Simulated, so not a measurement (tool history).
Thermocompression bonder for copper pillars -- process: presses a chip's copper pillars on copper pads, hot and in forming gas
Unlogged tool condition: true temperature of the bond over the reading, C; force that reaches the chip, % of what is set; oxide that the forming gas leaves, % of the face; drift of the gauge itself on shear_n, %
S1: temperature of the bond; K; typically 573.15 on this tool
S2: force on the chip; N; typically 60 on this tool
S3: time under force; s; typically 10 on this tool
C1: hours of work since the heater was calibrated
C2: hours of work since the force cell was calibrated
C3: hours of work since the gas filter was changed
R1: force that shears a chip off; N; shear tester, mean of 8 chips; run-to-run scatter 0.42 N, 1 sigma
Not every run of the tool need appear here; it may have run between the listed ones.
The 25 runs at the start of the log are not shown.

run   hour      S1  S2  S3    C1    C2   C3     R1
 26  679.6  545.15  56   6  1255  1138  375   41.9
 27  699.4  545.15  44  16  1268  1151  388   54.4
     730.2  -- forming gas filter changed
 28  735.5  545.15  44  16  1291  1174    3   59.7
 29  768.5  555.15  53   8  1312  1195   24   54.5
 30  806.1  555.15  87  29  1336  1219   48  102.0
 31  831.0  570.15  60   6  1352  1234   64   59.9
 32  849.0  573.15  48  10  1363  1246   76   66.1
 33  874.7  543.15  65   6  1379  1262   92   47.7
 34  901.2  543.15  65   6  1396  1279  109   48.2
 35  933.2  543.15  65   6  1417  1300  130   47.6
 36  958.4  601.15  37  20  1433  1316  146   88.0

Consider 4 possible next runs. They are alternatives, not a sequence: every one starts from the tool as it was left by run 36. What does each give?
  A  979.1  564.15  73   5  1446  1329  159   ?
  B  979.1  584.15  37  10  1446  1329  159   ?
  C  979.1  573.15  74  10  1446  1329  159   ?
  D  979.1  573.15  67  27  1446  1329  159   ?

run    R1
  A  57.1
  B  62.5
  C  78.1
  D  99.4
Without the tool's hidden state the same runs would have given:
run     R1
  A   59.6
  B   65.0
  C   81.4
  D  103.3
